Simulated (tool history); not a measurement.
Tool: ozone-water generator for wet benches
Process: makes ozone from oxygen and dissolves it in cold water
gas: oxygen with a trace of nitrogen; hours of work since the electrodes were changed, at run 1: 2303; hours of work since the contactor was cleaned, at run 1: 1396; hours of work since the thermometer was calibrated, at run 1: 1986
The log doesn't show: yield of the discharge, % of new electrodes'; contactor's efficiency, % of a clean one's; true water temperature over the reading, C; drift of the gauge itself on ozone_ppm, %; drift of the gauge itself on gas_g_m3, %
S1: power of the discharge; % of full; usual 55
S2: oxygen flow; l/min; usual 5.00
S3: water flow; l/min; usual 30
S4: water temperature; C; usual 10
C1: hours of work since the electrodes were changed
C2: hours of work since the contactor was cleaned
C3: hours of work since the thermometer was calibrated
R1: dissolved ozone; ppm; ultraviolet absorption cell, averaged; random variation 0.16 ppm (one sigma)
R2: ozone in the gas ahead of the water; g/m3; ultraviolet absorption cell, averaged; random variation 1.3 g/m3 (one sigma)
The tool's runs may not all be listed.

run 1 day=0.000 | S1=55 S2=5.00 S3=30 S4=10 | C1=2303 C2=1396 C3=1986 | R1=17.8 R2=229.3
run 2 day=1.579 | S1=55 S2=5.00 S3=30 S4=10 | C1=2339 C2=1432 C3=2022 | R1=18.0 R2=229.3
run 3 day=3.621 | S1=55 S2=5.00 S3=30 S4=10 | C1=2385 C2=1478 C3=2068 | R1=17.7 R2=227.9
run 4 day=5.542 | S1=55 S2=5.00 S3=30 S4=10 | C1=2428 C2=1521 C3=2111 | R1=18.0 R2=227.2
run 5 day=7.217 | S1=55 S2=5.00 S3=30 S4=10 | C1=2466 C2=1559 C3=2149 | R1=18.0 R2=227.8
run 6 day=8.538 | S1=55 S2=5.00 S3=30 S4=10 | C1=2496 C2=1589 C3=2179 | R1=17.8 R2=228.3
run 7 day=10.804 | S1=55 S2=5.00 S3=34 S4=10 | C1=2547 C2=1640 C3=2230 | R1=16.0 R2=228.7
run 8 day=12.629 | S1=55 S2=5.00 S3=34 S4=10 | C1=2589 C2=1682 C3=2272 | R1=15.7 R2=226.6
run 9 day=15.217 | S1=55 S2=5.00 S3=30 S4=6 | C1=2647 C2=1740 C3=2330 | R1=18.6 R2=227.7
run 10 day=16.838 | S1=55 S2=5.00 S3=30 S4=10 | C1=2684 C2=1777 C3=2367 | R1=17.8 R2=227.7
run 11 day=18.875 | S1=55 S2=5.00 S3=30 S4=10 | C1=2730 C2=1823 C3=2413 | R1=17.8 R2=226.2
run 12 day=20.358 | S1=55 S2=5.00 S3=30 S4=10 | C1=2764 C2=1857 C3=2447 | R1=17.6 R2=228.1
run 13 day=22.875 | S1=42 S2=5.00 S3=30 S4=10 | C1=2821 C2=1913 C3=2503 | R1=15.3 R2=198.5
run 14 day=24.546 | S1=42 S2=5.00 S3=30 S4=10 | C1=2858 C2=1951 C3=2541 | R1=15.5 R2=198.1
run 15 day=26.925 | S1=55 S2=5.00 S3=30 S4=10 | C1=2912 C2=2005 C3=2595 | R1=17.3 R2=224.9
run 16 day=28.592 | S1=55 S2=5.00 S3=30 S4=10 | C1=2950 C2=2043 C3=2633 | R1=17.6 R2=224.7
run 17 day=30.762 | S1=55 S2=5.00 S3=20 S4=10 | C1=2999 C2=2092 C3=2682 | R1=25.2 R2=226.1
run 18 day=32.817 | S1=61 S2=5.00 S3=20 S4=10 | C1=3046 C2=2139 C3=2729 | R1=26.5 R2=237.6
run 19 day=34.804 | S1=61 S2=5.00 S3=20 S4=10 | C1=3091 C2=2183 C3=2773 | R1=26.3 R2=235.1
run 20 day=36.383 | S1=61 S2=5.00 S3=20 S4=10 | C1=3126 C2=2219 C3=2809 | R1=26.4 R2=236.4
run 21 day=38.038 | S1=55 S2=7.76 S3=29 S4=6 | C1=3164 C2=2257 C3=2847 | R1=20.6 R2=183.3
run 22 day=40.362 | S1=55 S2=7.76 S3=29 S4=6 | C1=3216 C2=2309 C3=2899 | R1=20.5 R2=184.3
run 23 day=41.933 | S1=86 S2=8.98 S3=29 S4=17 | C1=3252 C2=2345 C3=2935 | R1=22.1 R2=212.8
run 24 day=43.358 | S1=86 S2=8.98 S3=29 S4=17 | C1=3284 C2=2377 C3=2967 | R1=22.3 R2=212.3
run 25 day=44.442 | S1=55 S2=5.00 S3=22 S4=11 | C1=3309 C2=2402 C3=2992 | R1=23.0 R2=223.5
run 26 day=46.308 | S1=55 S2=5.00 S3=22 S4=11 | C1=3351 C2=2444 C3=3034 | R1=22.8 R2=224.5
run 27 day=48.800 | S1=55 S2=3.90 S3=38 S4=17 | C1=3407 C2=2500 C3=3090 | R1=11.8 R2=248.4
run 28 day=50.288 | S1=55 S2=3.90 S3=38 S4=17 | C1=3441 C2=2534 C3=3124 | R1=11.7 R2=248.7
run 29 day=52.800 | S1=55 S2=3.90 S3=38 S4=17 | C1=3498 C2=2591 C3=3181 | R1=11.8 R2=245.8
run 30 day=54.400 | S1=42 S2=2.82 S3=20 S4=7 | C1=3534 C2=2627 C3=3217 | R1=19.4 R2=251.4
run 31 day=56.046 | S1=42 S2=5.08 S3=34 S4=13 | C1=3571 C2=2664 C3=3254 | R1=13.1 R2=194.2
run 32 day=57.462 | S1=42 S2=5.08 S3=34 S4=13 | C1=3603 C2=2696 C3=3286 | R1=13.0 R2=193.7
run 33 day=59.283 | S1=55 S2=5.00 S3=30 S4=6 | C1=3645 C2=2737 C3=3327 | R1=17.7 R2=222.1
run 34 day=61.442 | S1=55 S2=5.00 S3=30 S4=6 | C1=3693 C2=2786 C3=3376 | R1=17.6 R2=222.8

Forecast each of these 3 alternatives for the next run:
run A day=63.554 | S1=81 S2=6.60 S3=30 S4=7 | C1=3741 C2=2834 C3=3424 | R1=? R2=?
run B day=63.554 | S1=55 S2=6.49 S3=30 S4=7 | C1=3741 C2=2834 C3=3424 | R1=? R2=?
run C day=63.554 | S1=74 S2=3.14 S3=46 S4=6 | C1=3741 C2=2834 C3=3424 | R1=? R2=?

run=A R1=22.4 R2=233.3
run=B R1=18.8 R2=196.1
run=C R1=10.7 R2=311.9
Without the tool's hidden state the same runs would have given:
run=A R1=26.8 R2=264.6
run=B R1=22.0 R2=217.6
run=C R1=12.8 R2=351.9
